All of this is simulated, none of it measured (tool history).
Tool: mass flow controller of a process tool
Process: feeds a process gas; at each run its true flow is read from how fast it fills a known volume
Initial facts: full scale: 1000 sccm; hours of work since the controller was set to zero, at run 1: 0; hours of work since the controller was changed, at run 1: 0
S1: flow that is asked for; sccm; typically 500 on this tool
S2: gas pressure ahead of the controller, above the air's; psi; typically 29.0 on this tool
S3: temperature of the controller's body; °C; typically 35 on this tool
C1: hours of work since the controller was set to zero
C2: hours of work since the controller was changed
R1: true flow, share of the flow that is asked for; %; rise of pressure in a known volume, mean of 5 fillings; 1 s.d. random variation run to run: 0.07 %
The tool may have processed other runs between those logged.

run      day   S1    S2  S3    C1    C2     R1
  1    0.000  500  29.0  35     0     0  98.24
  2   17.612  500  29.0  35   326   326  97.99
  3   35.275  500  29.0  34   653   653  97.77
  4   47.992  500  29.0  34   889   889  97.68
  5   69.800  500  26.5  35  1292  1292  97.04
  6   80.529  970  29.0  35  1491  1491  98.71
  7   91.275  970  29.0  35  1690  1690  98.46
  8  101.188  970  29.0  35  1874  1874  98.39
  9  118.533  500  29.0  35  2195  2195  96.34
 10  132.221  500  29.0  29  2448  2448  96.43
 11  144.042  500  29.0  29  2667  2667  96.14
 12  163.142  500  29.0  29  3021  3021  95.88
 13  174.079  500  29.0  29  3223  3223  95.73
 14  186.083  500  29.0  29  3446  3446  95.47
 15  200.638  500  29.0  29  3715  3715  95.26
 16  209.933  500  29.0  29  3887  3887  95.09
 17  222.758  500  29.0  29  4125  4125  94.93
 18  237.392  500  29.0  29  4396  4396  94.79
 19  258.250  434  29.0  35  4782  4782  93.64
 20  270.846  500  29.0  35  5015  5015  93.96
 21  286.529  500  29.0  35  5306  5306  93.69
 22  296.138  500  29.0  35  5483  5483  93.54
 23  308.725  204  24.7  34  5717  5717  89.33
     310.454  -- controller exchanged for a calibrated one
 24  323.046  500  29.0  33   233   233  98.06
 25  340.671  117  29.3  33   559   559  95.95
     342.558  -- controller's zero set anew
 26  358.762  117  31.3  35   300   894  95.08
 27  369.471  755  31.3  30   498  1092  98.62
 28  391.950  755  31.3  30   915  1509  98.30
 29  402.054  159  24.5  21  1102  1696  94.53
 30  411.567  219  37.3  25  1278  1872  95.60
     412.704  -- controller's zero set anew, once more
 31  424.746  145  36.4  24   223  2116  96.17
 32  444.683  145  36.4  24   592  2485  95.59
 33  463.167  145  36.4  24   934  2827  95.00
 34  480.679  778  29.2  28  1259  3151  97.47
 35  501.462  187  33.6  35  1644  3536  93.98
 36  512.938  498  29.2  40  1856  3749  95.51
 37  525.275  190  24.4  35  2084  3977  93.00
 38  546.917  190  24.4  35  2485  4378  92.43
 39  562.783  500  20.9  35  2779  4672  94.48
 40  577.850  500  29.0  34  3058  4951  94.74
 41  591.429  500  29.7  31  3309  5202  94.66
 42  613.879  246  23.8  35  3725  5618  91.66

Run 43, settings as shown, results not yet in. Your forecast:
     619.862  -- controller exchanged for a calibrated one
 43  631.983  500  34.8  35  224  224   ?

Run 43 measured R1 98.46 %.
With no hidden state in the tool, this same run would have given R1 98.44 %.
